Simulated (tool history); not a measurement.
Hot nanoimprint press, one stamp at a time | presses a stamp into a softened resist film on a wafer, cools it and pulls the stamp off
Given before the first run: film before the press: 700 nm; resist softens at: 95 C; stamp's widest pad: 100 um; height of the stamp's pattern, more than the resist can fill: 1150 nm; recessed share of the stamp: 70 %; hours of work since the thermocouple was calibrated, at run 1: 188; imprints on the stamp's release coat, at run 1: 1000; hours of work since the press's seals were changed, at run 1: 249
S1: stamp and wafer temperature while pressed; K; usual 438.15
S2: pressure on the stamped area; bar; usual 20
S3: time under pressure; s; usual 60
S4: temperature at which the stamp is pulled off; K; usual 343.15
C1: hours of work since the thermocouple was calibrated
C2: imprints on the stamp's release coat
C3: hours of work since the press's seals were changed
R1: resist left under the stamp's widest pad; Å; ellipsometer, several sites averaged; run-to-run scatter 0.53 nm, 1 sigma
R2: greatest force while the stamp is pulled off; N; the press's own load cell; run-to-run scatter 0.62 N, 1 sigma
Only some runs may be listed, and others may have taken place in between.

{"run": 1, "hour": 0.0, "S1": 438.15, "S2": 20, "S3": 60, "S4": 343.15, "C1": 188, "C2": 1000, "C3": 249, "R1": 3586, "R2": 123.3}
{"run": 2, "hour": 18.8, "S1": 438.15, "S2": 20, "S3": 104, "S4": 343.15, "C1": 196, "C2": 1052, "C3": 257, "R1": 2943, "R2": 123.9}
{"hour": 31.2, "done": "stamp cleaned and given a new release coat"}
{"run": 3, "hour": 35.1, "S1": 438.15, "S2": 20, "S3": 60, "S4": 343.15, "C1": 200, "C2": 10, "C3": 262, "R1": 3573, "R2": 121.5}
{"run": 4, "hour": 56.5, "S1": 438.15, "S2": 20, "S3": 86, "S4": 343.15, "C1": 209, "C2": 70, "C3": 271, "R1": 3149, "R2": 122.7}
{"run": 5, "hour": 75.2, "S1": 438.15, "S2": 20, "S3": 91, "S4": 343.15, "C1": 217, "C2": 122, "C3": 279, "R1": 3097, "R2": 121.6}
{"run": 6, "hour": 93.3, "S1": 438.15, "S2": 20, "S3": 91, "S4": 343.15, "C1": 225, "C2": 172, "C3": 286, "R1": 3095, "R2": 121.2}
{"run": 7, "hour": 104.4, "S1": 438.15, "S2": 20, "S3": 91, "S4": 343.15, "C1": 230, "C2": 203, "C3": 291, "R1": 3092, "R2": 121.4}
{"run": 8, "hour": 114.6, "S1": 438.15, "S2": 20, "S3": 91, "S4": 343.15, "C1": 234, "C2": 231, "C3": 296, "R1": 3086, "R2": 122.2}
{"run": 9, "hour": 139.8, "S1": 438.15, "S2": 20, "S3": 91, "S4": 343.15, "C1": 245, "C2": 301, "C3": 306, "R1": 3098, "R2": 120.5}
{"run": 10, "hour": 164.4, "S1": 438.15, "S2": 20, "S3": 91, "S4": 343.15, "C1": 255, "C2": 369, "C3": 317, "R1": 3083, "R2": 120.6}
{"run": 11, "hour": 178.1, "S1": 438.15, "S2": 20, "S3": 91, "S4": 343.15, "C1": 261, "C2": 407, "C3": 322, "R1": 3085, "R2": 120.8}
{"hour": 194.8, "done": "plate thermocouple calibrated"}
{"run": 12, "hour": 199.5, "S1": 434.15, "S2": 15.7, "S3": 75, "S4": 334.15, "C1": 2, "C2": 458, "C3": 330, "R1": 4172, "R2": 142.5}
{"run": 13, "hour": 211.4, "S1": 434.15, "S2": 15.7, "S3": 55, "S4": 334.15, "C1": 7, "C2": 491, "C3": 335, "R1": 4569, "R2": 141.8}
{"run": 14, "hour": 226.4, "S1": 438.15, "S2": 20, "S3": 60, "S4": 349.15, "C1": 13, "C2": 533, "C3": 342, "R1": 3582, "R2": 105}

The next listed run, before its measurement:
{"run": 15, "hour": 243.9, "S1": 441.15, "S2": 21.4, "S3": 35, "S4": 330.15, "C1": 21, "C2": 581, "C3": 349, "R1": "?", "R2": "?"}

Run 15 yielded R1 3798 Å, R2 151.7 N.
On a tool with no hidden condition, and with the same random variation, this run would have come out at R1 3796 Å, R2 155 N.
